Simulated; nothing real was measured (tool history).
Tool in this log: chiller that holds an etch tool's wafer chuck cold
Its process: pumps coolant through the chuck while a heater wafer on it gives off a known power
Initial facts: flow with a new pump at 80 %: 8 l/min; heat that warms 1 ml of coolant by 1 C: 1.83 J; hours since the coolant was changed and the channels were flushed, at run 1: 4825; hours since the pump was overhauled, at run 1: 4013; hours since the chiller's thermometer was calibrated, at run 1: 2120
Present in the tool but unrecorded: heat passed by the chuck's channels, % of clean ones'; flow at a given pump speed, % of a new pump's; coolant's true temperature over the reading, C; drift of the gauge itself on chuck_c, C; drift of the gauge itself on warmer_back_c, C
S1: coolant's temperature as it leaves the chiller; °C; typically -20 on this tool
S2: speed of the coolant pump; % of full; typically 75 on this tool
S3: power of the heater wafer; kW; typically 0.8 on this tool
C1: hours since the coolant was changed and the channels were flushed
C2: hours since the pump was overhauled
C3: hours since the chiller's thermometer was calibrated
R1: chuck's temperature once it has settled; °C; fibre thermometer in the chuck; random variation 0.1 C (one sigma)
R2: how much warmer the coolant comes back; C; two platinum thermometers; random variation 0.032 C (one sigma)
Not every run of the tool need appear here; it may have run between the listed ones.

{"run": 1, "hour": 0.0, "S1": -20, "S2": 75, "S3": 0.8, "C1": 4825, "C2": 4013, "C3": 2120, "R1": -12.8, "R2": 3.66}
{"run": 2, "hour": 109.0, "S1": -20, "S2": 75, "S3": 0.8, "C1": 4934, "C2": 4122, "C3": 2229, "R1": -12.8, "R2": 3.64}
{"run": 3, "hour": 182.7, "S1": -23, "S2": 75, "S3": 0.8, "C1": 5008, "C2": 4196, "C3": 2303, "R1": -15.7, "R2": 3.72}
{"run": 4, "hour": 290.1, "S1": -23, "S2": 75, "S3": 0.8, "C1": 5115, "C2": 4303, "C3": 2410, "R1": -15.7, "R2": 3.73}
{"run": 5, "hour": 385.6, "S1": -23, "S2": 75, "S3": 0.8, "C1": 5211, "C2": 4399, "C3": 2506, "R1": -15.8, "R2": 3.67}
{"run": 6, "hour": 490.7, "S1": -20, "S2": 70, "S3": 0.8, "C1": 5316, "C2": 4504, "C3": 2611, "R1": -12.4, "R2": 3.95}
{"run": 7, "hour": 581.0, "S1": -19, "S2": 75, "S3": 0.8, "C1": 5406, "C2": 4594, "C3": 2701, "R1": -11.8, "R2": 3.69}
{"run": 8, "hour": 667.6, "S1": -20, "S2": 75, "S3": 0.669, "C1": 5493, "C2": 4681, "C3": 2788, "R1": -14, "R2": 3.08}
{"run": 9, "hour": 736.3, "S1": -20, "S2": 75, "S3": 0.669, "C1": 5561, "C2": 4749, "C3": 2856, "R1": -13.9, "R2": 3.08}
{"run": 10, "hour": 818.2, "S1": -20, "S2": 75, "S3": 0.62, "C1": 5643, "C2": 4831, "C3": 2938, "R1": -14.4, "R2": 2.86}
{"run": 11, "hour": 924.0, "S1": -20, "S2": 75, "S3": 0.62, "C1": 5749, "C2": 4937, "C3": 3044, "R1": -14.4, "R2": 2.89}
{"run": 12, "hour": 999.4, "S1": -20, "S2": 75, "S3": 0.8, "C1": 5825, "C2": 5012, "C3": 3119, "R1": -12.8, "R2": 3.74}
{"run": 13, "hour": 1059.5, "S1": -20, "S2": 75, "S3": 0.8, "C1": 5885, "C2": 5073, "C3": 3180, "R1": -12.5, "R2": 3.72}
{"run": 14, "hour": 1154.1, "S1": -20, "S2": 75, "S3": 0.8, "C1": 5979, "C2": 5167, "C3": 3274, "R1": -12.9, "R2": 3.76}
{"run": 15, "hour": 1244.8, "S1": -20, "S2": 75, "S3": 0.8, "C1": 6070, "C2": 5258, "C3": 3365, "R1": -12.6, "R2": 3.7}
{"run": 16, "hour": 1342.2, "S1": -13, "S2": 75, "S3": 0.8, "C1": 6167, "C2": 5355, "C3": 3462, "R1": -5.9, "R2": 3.81}
{"run": 17, "hour": 1438.3, "S1": -15, "S2": 67, "S3": 0.441, "C1": 6263, "C2": 5451, "C3": 3558, "R1": -10.6, "R2": 2.29}
{"run": 18, "hour": 1516.7, "S1": -15, "S2": 67, "S3": 0.441, "C1": 6342, "C2": 5530, "C3": 3637, "R1": -10.6, "R2": 2.25}
{"run": 19, "hour": 1577.1, "S1": -20, "S2": 73, "S3": 0.417, "C1": 6402, "C2": 5590, "C3": 3697, "R1": -16.3, "R2": 1.98}
{"run": 20, "hour": 1640.5, "S1": -23, "S2": 75, "S3": 0.644, "C1": 6466, "C2": 5653, "C3": 3761, "R1": -17.2, "R2": 2.98}
{"run": 21, "hour": 1712.5, "S1": -25, "S2": 75, "S3": 0.913, "C1": 6538, "C2": 5726, "C3": 3833, "R1": -16.5, "R2": 4.29}
{"run": 22, "hour": 1769.9, "S1": -25, "S2": 75, "S3": 0.913, "C1": 6595, "C2": 5783, "C3": 3890, "R1": -16.6, "R2": 4.32}
{"run": 23, "hour": 1889.4, "S1": -20, "S2": 74, "S3": 0.743, "C1": 6715, "C2": 5902, "C3": 4010, "R1": -13, "R2": 3.49}
{"run": 24, "hour": 1986.4, "S1": -16, "S2": 75, "S3": 0.991, "C1": 6812, "C2": 5999, "C3": 4106, "R1": -6.8, "R2": 4.61}
{"run": 25, "hour": 2055.5, "S1": -27, "S2": 93, "S3": 0.8, "C1": 6881, "C2": 6069, "C3": 4176, "R1": -20.6, "R2": 2.99}
{"run": 26, "hour": 2140.3, "S1": -27, "S2": 93, "S3": 0.8, "C1": 6965, "C2": 6153, "C3": 4260, "R1": -20.4, "R2": 2.95}
{"run": 27, "hour": 2190.7, "S1": -20, "S2": 81, "S3": 0.775, "C1": 7016, "C2": 6204, "C3": 4311, "R1": -13.2, "R2": 3.33}
{"run": 28, "hour": 2270.2, "S1": -20, "S2": 62, "S3": 0.8, "C1": 7095, "C2": 6283, "C3": 4390, "R1": -11.6, "R2": 4.59}
{"run": 29, "hour": 2333.3, "S1": -20, "S2": 62, "S3": 0.8, "C1": 7158, "C2": 6346, "C3": 4453, "R1": -11.6, "R2": 4.69}
{"hour": 2403.5, "done": "coolant changed, channels flushed"}
{"run": 30, "hour": 2424.0, "S1": -15, "S2": 98, "S3": 1.005, "C1": 21, "C2": 6431, "C3": 4538, "R1": -7.8, "R2": 3.6}
{"run": 31, "hour": 2484.1, "S1": -25, "S2": 74, "S3": 0.606, "C1": 81, "C2": 6491, "C3": 4598, "R1": -20.1, "R2": 2.91}
{"run": 32, "hour": 2537.7, "S1": -14, "S2": 99, "S3": 0.8, "C1": 134, "C2": 6545, "C3": 4652, "R1": -8.3, "R2": 2.79}

3 options for the next run, each taken on its own from the tool as it stands now. Forecast them:
{"run": "A", "hour": 2625.2, "S1": -14, "S2": 96, "S3": 0.468, "C1": 222, "C2": 6632, "C3": 4739, "R1": "?", "R2": "?"}
{"run": "B", "hour": 2625.2, "S1": -14, "S2": 75, "S3": 0.8, "C1": 222, "C2": 6632, "C3": 4739, "R1": "?", "R2": "?"}
{"run": "C", "hour": 2625.2, "S1": -28, "S2": 74, "S3": 1.002, "C1": 222, "C2": 6632, "C3": 4739, "R1": "?", "R2": "?"}

run=A R1=-10.9 R2=1.71
run=B R1=-7.1 R2=3.78
run=C R1=-19.4 R2=4.84
Without the tool's unlogged condition, the same runs would have read:
run=A R1=-10.8 R2=1.58
run=B R1=-7.1 R2=3.51
run=C R1=-19.5 R2=4.5
